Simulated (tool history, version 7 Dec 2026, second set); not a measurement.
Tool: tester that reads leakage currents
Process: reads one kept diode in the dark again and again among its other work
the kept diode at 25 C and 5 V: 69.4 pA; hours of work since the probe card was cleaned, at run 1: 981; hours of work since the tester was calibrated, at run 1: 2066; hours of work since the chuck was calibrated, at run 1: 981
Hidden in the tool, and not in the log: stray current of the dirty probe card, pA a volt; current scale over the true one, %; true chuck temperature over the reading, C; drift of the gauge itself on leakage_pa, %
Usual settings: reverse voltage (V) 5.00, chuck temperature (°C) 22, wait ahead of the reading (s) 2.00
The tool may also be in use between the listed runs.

run    hour  reverse voltage (V)  chuck temperature (°C)  wait ahead of the reading (s)  hours of work since the probe card was cleaned  hours of work since the tester was calibrated  hours of work since the chuck was calibrated  current that the tester gives (pA)
  1     0.0                 5.00                      22                           2.00                                             981                                           2066                                           981                               60.61
  2   259.6                 5.00                      22                           2.00                                            1107                                           2192                                          1107                               61.35
  3   394.1                 5.00                      22                           2.00                                            1172                                           2257                                          1172                               62.01
  4   640.9                 5.00                      22                           2.00                                            1292                                           2377                                          1292                               62.15
      807.6  -- chuck's temperature calibrated
      870.1  -- probe card cleaned and baked
  5   870.1                 5.00                      22                           2.00                                               0                                           2485                                            29                               55.22
  6  1060.0                 5.00                      22                           2.00                                              92                                           2578                                           121                               56.23
  7  1192.0                 5.00                      22                           0.43                                             156                                           2642                                           185                               57.91
  8  1309.7                 5.00                      22                           2.00                                             213                                           2699                                           242                               56.93
  9  1522.8                 5.00                      22                           2.00                                             317                                           2802                                           346                               57.53
 10  1725.6                 5.00                      22                           1.67                                             415                                           2901                                           444                               57.91
 11  1983.2                 5.00                      36                           2.00                                             540                                           3026                                           569                              172.13
 12  2113.8                 5.00                      47                           1.60                                             604                                           3089                                           632                              384.21
 13  2384.0                 5.00                      37                           8.55                                             735                                           3220                                           764                              188.05
     2467.6  -- tester calibrated
 14  2523.8                 5.00                      42                           1.68                                             802                                             27                                           830                              266.44
 15  2779.3                14.18                      33                           1.48                                             926                                            151                                           954                              232.25
 16  3021.7                 1.16                      29                           3.13                                            1043                                            269                                          1072                               50.23
 17  3226.6                 5.00                      21                           2.00                                            1143                                            368                                          1172                               56.00
 18  3370.1                 8.37                      30                           0.68                                            1212                                            438                                          1241                              147.01
 19  3556.4                 4.25                      21                           3.66                                            1303                                            528                                          1332                               52.11
     3648.6  -- chuck's temperature calibrated
     3775.2  -- probe card cleaned and baked
 20  3843.9                 1.62                      59                           0.32                                              33                                            666                                            93                              494.91
 21  3967.7                 1.62                      59                           0.32                                              93                                            726                                           153                              496.91

Hidden state at the last listed run before each entry between runs and at the first one after, where it differs:
Between runs 4 and 5: chuck's temperature calibrated (hour 807.6); probe card cleaned and baked (hour 870.1)
  stray current of the dirty probe card, pA a volt: 0.799 -> 0.034; current scale over the true one, %: 1.77 -> 1.86; true chuck temperature over the reading, C: 0.6 -> -0.06
  measured less the result without the state, current that the tester gives (pA): +7.72 -> +0.82
Between runs 13 and 14: tester calibrated (hour 2467.6)
  stray current of the dirty probe card, pA a volt: 0.504 -> 0.548; current scale over the true one, %: 2.43 -> 0.06; true chuck temperature over the reading, C: 0.24 -> 0.27
  measured less the result without the state, current that the tester gives (pA): +10.11 -> +7.83
Between runs 19 and 20: chuck's temperature calibrated (hour 3648.6); probe card cleaned and baked (hour 3775.2)
  stray current of the dirty probe card, pA a volt: 0.884 -> 0.044; current scale over the true one, %: 0.4 -> 0.5; true chuck temperature over the reading, C: 0.46 -> 0.1
  measured less the result without the state, current that the tester gives (pA): +5.70 -> +5.85

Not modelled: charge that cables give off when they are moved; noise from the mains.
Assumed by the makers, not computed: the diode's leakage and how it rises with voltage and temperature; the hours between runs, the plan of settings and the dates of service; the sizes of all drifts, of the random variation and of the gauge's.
